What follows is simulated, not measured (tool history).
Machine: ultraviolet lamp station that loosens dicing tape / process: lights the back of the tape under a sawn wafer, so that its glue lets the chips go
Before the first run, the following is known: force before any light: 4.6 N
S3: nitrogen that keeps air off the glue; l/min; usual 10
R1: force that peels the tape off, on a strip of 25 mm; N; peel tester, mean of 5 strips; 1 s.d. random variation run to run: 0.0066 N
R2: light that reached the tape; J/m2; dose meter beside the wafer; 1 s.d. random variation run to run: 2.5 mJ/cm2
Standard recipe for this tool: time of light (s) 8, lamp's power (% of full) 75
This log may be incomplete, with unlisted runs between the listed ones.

Run 1, hour 0: usual settings. Result: R1 0.29 N, R2 2780 J/m2.
Run 2, hour 43.4: usual settings. Result: R1 0.301 N, R2 2700 J/m2.
Run 3, hour 78.5: usual settings. Result: R1 0.294 N, R2 2730 J/m2.
Run 4, hour 120.3: usual settings. Result: R1 0.305 N, R2 2660 J/m2.
Run 5, hour 157.8: usual settings. Result: R1 0.332 N, R2 2600 J/m2.
At hour 168: window cleaned of glue's vapour.
Run 6, hour 187.5: usual settings. Result: R1 0.414 N, R2 2380 J/m2.
Run 7, hour 224.4: usual settings but time of light (s) 14. Result: R1 0.126 N, R2 4130 J/m2.
Run 8, hour 277.5: usual settings but time of light (s) 14. Result: R1 0.125 N, R2 3990 J/m2.
Run 9, hour 317.9: usual settings but time of light (s) 14. Result: R1 0.121 N, R2 3940 J/m2.
Run 10, hour 359.2: usual settings but S3 4 l/min. Result: R1 0.862 N, R2 2220 J/m2.
Run 11, hour 415.2: usual settings but S3 3 l/min. Result: R1 1.021 N, R2 2140 J/m2.
At hour 440.6: window cleaned of glue's vapour, once more.
Run 12, hour 467.9: usual settings but S3 3 l/min. Result: R1 0.715 N, R2 2680 J/m2.
Run 13, hour 527.7: usual settings but time of light (s) 7, S3 3 l/min. Result: R1 0.965 N, R2 2260 J/m2.
Run 14, hour 589.3: usual settings but time of light (s) 7, S3 3 l/min. Result: R1 0.999 N, R2 2200 J/m2.
Run 15, hour 638.6: usual settings but time of light (s) 7, S3 3 l/min. Result: R1 1.029 N, R2 2180 J/m2.
Run 16, hour 679.2: usual settings. Result: R1 0.383 N, R2 2460 J/m2.
Run 17, hour 718.5: usual settings. Result: R1 0.377 N, R2 2390 J/m2.
Run 18, hour 761.4: usual settings but lamp's power (% of full) 80. Result: R1 0.361 N, R2 2500 J/m2.
Run 19, hour 794.1: usual settings but lamp's power (% of full) 80. Result: R1 0.387 N, R2 2480 J/m2.
Run 20, hour 846.4: usual settings but lamp's power (% of full) 79. Result: R1 0.403 N, R2 2390 J/m2.
Run 21, hour 888.8: usual settings. Result: R1 0.462 N, R2 2200 J/m2.
Run 22, hour 922.6: usual settings. Result: R1 0.474 N, R2 2150 J/m2.
Run 23, hour 988.5: usual settings. Result: R1 0.505 N, R2 2110 J/m2.
Run 24, hour 1018: usual settings but lamp's power (% of full) 65. Result: R1 0.71 N, R2 1780 J/m2.
Run 25, hour 1063.5: usual settings but lamp's power (% of full) 66, S3 11 l/min. Result: R1 0.692 N, R2 1780 J/m2.
Run 26, hour 1118.5: usual settings but S3 5 l/min. Result: R1 0.892 N, R2 2010 J/m2.
Run 27, hour 1149.3: usual settings but S3 5 l/min. Result: R1 0.912 N, R2 1920 J/m2.
Run 28, hour 1217.8: usual settings but time of light (s) 12, lamp's power (% of full) 61, S3 15 l/min. Result: R1 0.342 N, R2 2310 J/m2.
Run 29, hour 1250.1: usual settings but time of light (s) 14, lamp's power (% of full) 65, S3 7 l/min. Result: R1 0.367 N, R2 2800 J/m2.
Run 30, hour 1303.9: usual settings but time of light (s) 14, lamp's power (% of full) 65, S3 7 l/min. Result: R1 0.393 N, R2 2710 J/m2.
At hour 1309.1: window cleaned of glue's vapour.
Run 31, hour 1362.8: usual settings but lamp's power (% of full) 79. Result: R1 0.536 N, R2 2130 J/m2.
Run 32, hour 1411.8: usual settings but lamp's power (% of full) 79. Result: R1 0.537 N, R2 2050 J/m2.
Run 33, hour 1454.8: usual settings but lamp's power (% of full) 67. Result: R1 0.796 N, R2 1650 J/m2.
Run 34, hour 1484.1: usual settings but time of light (s) 13, lamp's power (% of full) 67, S3 3 l/min. Result: R1 0.7 N, R2 2690 J/m2.
Run 35, hour 1521.2: usual settings but time of light (s) 12, S3 4 l/min. Result: R1 0.597 N, R2 2730 J/m2.
Run 36, hour 1580: usual settings but time of light (s) 12. Result: R1 0.311 N, R2 2660 J/m2.
Run 37, hour 1616.5: usual settings but time of light (s) 12. Result: R1 0.346 N, R2 2550 J/m2.
Run 38, hour 1644.6: usual settings but time of light (s) 12. Result: R1 0.335 N, R2 2550 J/m2.
At hour 1693.7: lamp changed.
Run 39, hour 1701.4: usual settings but time of light (s) 12. Result: R1 0.103 N, R2 4290 J/m2.
Run 40, hour 1743: usual settings but time of light (s) 6, lamp's power (% of full) 64, S3 16 l/min. Result: R1 0.528 N, R2 1820 J/m2.
Run 41, hour 1800.5: usual settings but time of light (s) 9, lamp's power (% of full) 77, S3 6 l/min. Result: R1 0.302 N, R2 3170 J/m2.

Below are 3 alternative next runs, each starting from the tool's condition after run 41. Predict each:
Run A, hour 1836.4: usual settings but time of light (s) 5, lamp's power (% of full) 77. Result: R1 ?, R2 ?.
Run B, hour 1836.4: usual settings but time of light (s) 9, lamp's power (% of full) 90, S3 4 l/min. Result: R1 ?, R2 ?.
Run C, hour 1836.4: usual settings but time of light (s) 4, lamp's power (% of full) 82, S3 5 l/min. Result: R1 ?, R2 ?.

run     R1    R2
  A  0.713  1740
  B  0.308  3660
  C  1.311  1480
Without the tool's hidden state the same runs would have given:
run     R1    R2
  A  0.564  1980
  B  0.229  4160
  C   1.11  1680
